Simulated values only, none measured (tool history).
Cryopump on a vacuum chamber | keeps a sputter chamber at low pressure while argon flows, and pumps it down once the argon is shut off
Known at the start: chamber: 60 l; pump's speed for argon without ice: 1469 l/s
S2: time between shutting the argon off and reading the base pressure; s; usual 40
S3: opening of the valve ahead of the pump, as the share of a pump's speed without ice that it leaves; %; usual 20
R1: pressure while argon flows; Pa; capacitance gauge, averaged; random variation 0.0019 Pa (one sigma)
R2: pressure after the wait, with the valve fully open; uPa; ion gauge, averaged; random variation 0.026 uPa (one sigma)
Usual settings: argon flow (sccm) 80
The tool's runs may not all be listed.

run 1 hour=0.0 | argon_flow_(sccm)=80 S2=40 S3=20 | R1=0.4683 R2=2.25
run 2 hour=12.9 | argon_flow_(sccm)=80 S2=40 S3=20 | R1=0.4734 R2=2.25
run 3 hour=30.4 | argon_flow_(sccm)=80 S2=40 S3=20 | R1=0.4686 R2=2.28
run 4 hour=47.4 | argon_flow_(sccm)=80 S2=40 S3=20 | R1=0.4702 R2=2.23
run 5 hour=62.6 | argon_flow_(sccm)=80 S2=40 S3=20 | R1=0.4709 R2=2.26
run 6 hour=86.8 | argon_flow_(sccm)=80 S2=40 S3=37 | R1=0.2582 R2=2.20
run 7 hour=110.0 | argon_flow_(sccm)=80 S2=40 S3=37 | R1=0.2603 R2=2.37
run 8 hour=126.2 | argon_flow_(sccm)=33 S2=40 S3=20 | R1=0.1949 R2=2.36
run 9 hour=136.3 | argon_flow_(sccm)=33 S2=40 S3=20 | R1=0.1962 R2=2.38
run 10 hour=148.2 | argon_flow_(sccm)=124 S2=40 S3=20 | R1=0.7320 R2=2.39
run 11 hour=162.0 | argon_flow_(sccm)=124 S2=40 S3=20 | R1=0.7356 R2=2.39
run 12 hour=180.5 | argon_flow_(sccm)=124 S2=40 S3=20 | R1=0.7319 R2=2.44
run 13 hour=193.2 | argon_flow_(sccm)=80 S2=40 S3=20 | R1=0.4736 R2=2.51
run 14 hour=208.2 | argon_flow_(sccm)=80 S2=40 S3=20 | R1=0.4748 R2=2.46
run 15 hour=231.6 | argon_flow_(sccm)=80 S2=40 S3=20 | R1=0.4758 R2=2.55
run 16 hour=247.8 | argon_flow_(sccm)=80 S2=25 S3=20 | R1=0.4732 R2=3.07
run 17 hour=270.9 | argon_flow_(sccm)=80 S2=25 S3=20 | R1=0.4793 R2=3.04
run 18 hour=286.5 | argon_flow_(sccm)=89 S2=62 S3=24 | R1=0.4442 R2=2.17
run 19 hour=307.9 | argon_flow_(sccm)=47 S2=296 S3=21 | R1=0.2677 R2=1.75
run 20 hour=331.4 | argon_flow_(sccm)=52 S2=262 S3=34 | R1=0.1863 R2=1.79
run 21 hour=344.1 | argon_flow_(sccm)=68 S2=43 S3=34 | R1=0.2434 R2=2.53
run 22 hour=367.1 | argon_flow_(sccm)=71 S2=21 S3=19 | R1=0.4468 R2=3.38
run 23 hour=382.7 | argon_flow_(sccm)=89 S2=68 S3=39 | R1=0.2818 R2=2.25
run 24 hour=401.5 | argon_flow_(sccm)=34 S2=92 S3=15 | R1=0.2674 R2=2.16
run 25 hour=412.0 | argon_flow_(sccm)=102 S2=198 S3=58 | R1=0.2243 R2=1.96
run 26 hour=421.9 | argon_flow_(sccm)=144 S2=40 S3=17 | R1=1.0071 R2=2.66
run 27 hour=439.8 | argon_flow_(sccm)=53 S2=51 S3=17 | R1=0.3705 R2=2.51
run 28 hour=449.9 | argon_flow_(sccm)=92 S2=43 S3=36 | R1=0.3137 R2=2.59
run 29 hour=467.6 | argon_flow_(sccm)=92 S2=43 S3=36 | R1=0.3157 R2=2.66
run 30 hour=489.8 | argon_flow_(sccm)=127 S2=232 S3=23 | R1=0.6666 R2=1.93
run 31 hour=505.4 | argon_flow_(sccm)=118 S2=156 S3=45 | R1=0.3319 R2=2.03
run 32 hour=515.3 | argon_flow_(sccm)=118 S2=156 S3=45 | R1=0.3316 R2=2.07
run 33 hour=530.7 | argon_flow_(sccm)=118 S2=156 S3=45 | R1=0.3288 R2=2.07

Forecast each of these 4 alternatives for the next run:
run A hour=550.2 | argon_flow_(sccm)=61 S2=40 S3=20 | R1=? R2=?
run B hour=550.2 | argon_flow_(sccm)=90 S2=152 S3=23 | R1=? R2=?
run C hour=550.2 | argon_flow_(sccm)=118 S2=24 S3=45 | R1=? R2=?
run D hour=550.2 | argon_flow_(sccm)=78 S2=148 S3=56 | R1=? R2=?

run=A R1=0.3684 R2=2.75
run=B R1=0.4761 R2=2.06
run=C R1=0.3320 R2=3.45
run=D R1=0.1808 R2=2.14
Without the tool's hidden state the same runs would have given:
run=A R1=0.3527 R2=1.12
run=B R1=0.4529 R2=0.43
run=C R1=0.3017 R2=1.78
run=D R1=0.1607 R2=0.49

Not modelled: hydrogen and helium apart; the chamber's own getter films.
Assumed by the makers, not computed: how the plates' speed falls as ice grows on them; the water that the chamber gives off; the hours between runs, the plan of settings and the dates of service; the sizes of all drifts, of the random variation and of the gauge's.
